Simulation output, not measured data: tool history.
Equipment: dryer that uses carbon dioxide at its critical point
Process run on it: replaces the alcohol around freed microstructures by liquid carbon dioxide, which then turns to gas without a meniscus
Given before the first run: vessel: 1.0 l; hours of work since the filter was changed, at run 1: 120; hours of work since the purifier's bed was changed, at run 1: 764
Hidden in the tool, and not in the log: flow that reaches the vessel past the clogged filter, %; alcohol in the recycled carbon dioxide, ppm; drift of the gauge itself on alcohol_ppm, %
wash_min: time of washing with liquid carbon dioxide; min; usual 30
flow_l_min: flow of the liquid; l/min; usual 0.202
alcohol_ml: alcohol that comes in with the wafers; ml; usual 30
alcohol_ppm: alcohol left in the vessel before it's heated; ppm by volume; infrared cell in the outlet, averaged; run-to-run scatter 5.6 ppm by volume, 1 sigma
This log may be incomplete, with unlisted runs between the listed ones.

run,hour,wash_min,flow_l_min,alcohol_ml,hours of work since the filter was changed,hours of work since the purifier's bed was changed,alcohol_ppm
1,0,30,0.202,30,120,764,250
2,31.8,30,0.202,30,141,784,254
3,54.5,30,0.202,30,155,799,263
4,68.9,30,0.202,104,165,808,860
5,97.7,30,0.202,104,183,827,869
6,132.9,25,0.202,30,206,849,584
7,152.7,25,0.202,30,218,862,604
8,180.9,30,0.202,38,237,880,375
9,204.1,30,0.202,38,252,895,365
10,224.5,32,0.202,38,265,908,296
11,242.3,30,0.202,30,276,920,317
12,261.5,30,0.202,30,288,932,317
13,276.8,30,0.202,30,298,942,335
14,297.8,30,0.202,30,312,955,346
# hour 327.6: purifier's bed changed
15,336.1,30,0.308,30,335,5,50
16,351.3,30,0.202,30,344,15,319
17,385.4,30,0.202,30,366,37,345
18,401.1,30,0.202,30,376,47,345
# hour 425.9: inlet filter changed
19,425.9,30,0.202,30,0,63,178
20,456.7,30,0.202,30,20,82,185
21,471.8,30,0.202,30,30,92,189
22,487.6,45,0.125,84,40,102,644
23,520.8,38,0.3,49,61,124,8
24,552.8,26,0.154,37,82,144,1252
25,576.2,26,0.293,30,97,159,70
26,592.1,31,0.293,30,107,169,27
27,619.6,31,0.256,86,125,187,140
28,654.4,26,0.203,75,147,209,1051
29,688.1,32,0.166,24,169,231,332
30,707,32,0.166,24,181,243,327
31,734.3,32,0.166,24,198,261,337
32,754.3,21,0.219,47,211,274,1194
33,784.4,21,0.203,47,231,293,1607
34,804.9,21,0.203,47,244,306,1655
35,834.5,21,0.177,47,263,325,2551
36,853,20,0.202,119,275,337,5078
37,887.3,39,0.202,25,297,359,73
38,920.1,40,0.216,30,318,380,63
39,938.8,19,0.164,30,330,392,2780
40,959.5,19,0.121,79,343,406,12855
41,991.8,19,0.121,79,364,426,13538

Measured result minus the same run's result without the hidden state. Both carry the same run-to-run variation, though not necessarily the same gauge scatter:
run,alcohol_ppm
1,+74
2,+85
3,+90
4,+265
5,+287
6,+189
7,+203
8,+158
9,+163
10,+140
11,+148
12,+155
13,+161
14,+173
15,+22
16,+154
17,+170
18,+174
19,+3
20,+10
21,+14
22,+48
23,+6
24,+122
25,+19
26,+11
27,+40
28,+219
29,+81
30,+88
31,+98
32,+303
33,+412
34,+447
35,+652
36,+1426
37,+42
38,+36
39,+738
40,+2726
41,+3016
